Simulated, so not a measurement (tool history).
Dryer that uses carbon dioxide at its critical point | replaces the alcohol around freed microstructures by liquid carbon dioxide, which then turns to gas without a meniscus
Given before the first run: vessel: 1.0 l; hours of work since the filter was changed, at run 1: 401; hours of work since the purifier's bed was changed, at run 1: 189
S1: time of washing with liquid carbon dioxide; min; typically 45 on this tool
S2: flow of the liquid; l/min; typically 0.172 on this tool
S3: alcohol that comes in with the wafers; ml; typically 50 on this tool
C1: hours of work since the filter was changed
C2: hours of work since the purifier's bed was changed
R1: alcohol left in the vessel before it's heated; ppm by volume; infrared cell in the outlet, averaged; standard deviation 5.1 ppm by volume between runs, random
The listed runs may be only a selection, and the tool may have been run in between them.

run,hour,S1,S2,S3,C1,C2,R1
1,0.0,45,0.172,50,401,189,140
2,16.7,45,0.172,50,412,200,148
# hour 19.1: inlet filter changed
3,35.1,45,0.172,50,10,211,60
4,50.8,40,0.172,50,20,220,108
5,60.5,45,0.172,75,26,227,84
6,76.4,65,0.172,75,36,237,27
7,91.9,65,0.172,75,46,246,20
8,105.6,45,0.172,30,54,255,45
9,113.8,45,0.172,30,60,260,57
10,132.1,45,0.172,33,71,272,53
11,141.2,45,0.172,33,77,277,54
12,157.5,45,0.172,44,87,288,66
13,176.3,45,0.172,44,99,299,70
14,194.6,45,0.125,50,110,311,425
15,207.5,45,0.125,50,118,319,424
16,221.0,33,0.172,50,127,327,382
17,235.0,33,0.172,50,136,336,398
18,247.7,45,0.172,50,144,344,91
19,258.1,45,0.172,50,150,351,88
20,271.3,45,0.172,50,159,359,87
21,287.2,45,0.172,24,169,369,53
22,305.2,45,0.172,24,180,380,64
23,322.3,45,0.172,49,191,391,93
24,339.6,45,0.172,50,201,402,101
25,354.1,45,0.110,42,211,411,764
26,368.0,45,0.172,29,219,420,65
27,380.7,47,0.142,23,227,428,119
28,391.5,52,0.281,92,234,435,24
29,405.8,52,0.280,92,243,444,20
30,417.3,45,0.132,59,250,451,505
31,431.5,54,0.206,35,259,460,28
32,447.4,51,0.217,34,269,470,31
33,461.9,51,0.217,34,278,479,34
34,473.3,38,0.121,23,286,486,614
35,489.9,38,0.121,23,296,496,626
36,507.9,41,0.129,64,307,508,988
37,517.6,45,0.278,50,313,514,38
38,536.2,45,0.172,49,325,526,135
39,555.5,45,0.131,48,337,538,520
40,567.2,44,0.172,50,345,545,156
41,580.2,45,0.233,25,353,553,48
42,598.8,46,0.167,50,364,565,153
43,615.7,56,0.172,50,375,576,65
44,627.8,33,0.194,99,383,583,731
45,645.1,58,0.133,25,394,594,115
46,655.8,31,0.132,109,400,601,4862
47,668.1,31,0.132,109,408,609,4891

3 options for the next run, each taken on its own from the tool as it stands now. Forecast them:
# hour 676.0: inlet filter changed
A,682.7,40,0.132,74,4,617,?
# hour 676.0: inlet filter changed
B,682.7,31,0.172,99,4,617,?
# hour 676.0: inlet filter changed
C,682.7,31,0.124,34,4,617,?

run,R1
A,693
B,832
C,1106
Without the tool's hidden state the same runs would have given:
run,R1
A,650
B,786
C,1062

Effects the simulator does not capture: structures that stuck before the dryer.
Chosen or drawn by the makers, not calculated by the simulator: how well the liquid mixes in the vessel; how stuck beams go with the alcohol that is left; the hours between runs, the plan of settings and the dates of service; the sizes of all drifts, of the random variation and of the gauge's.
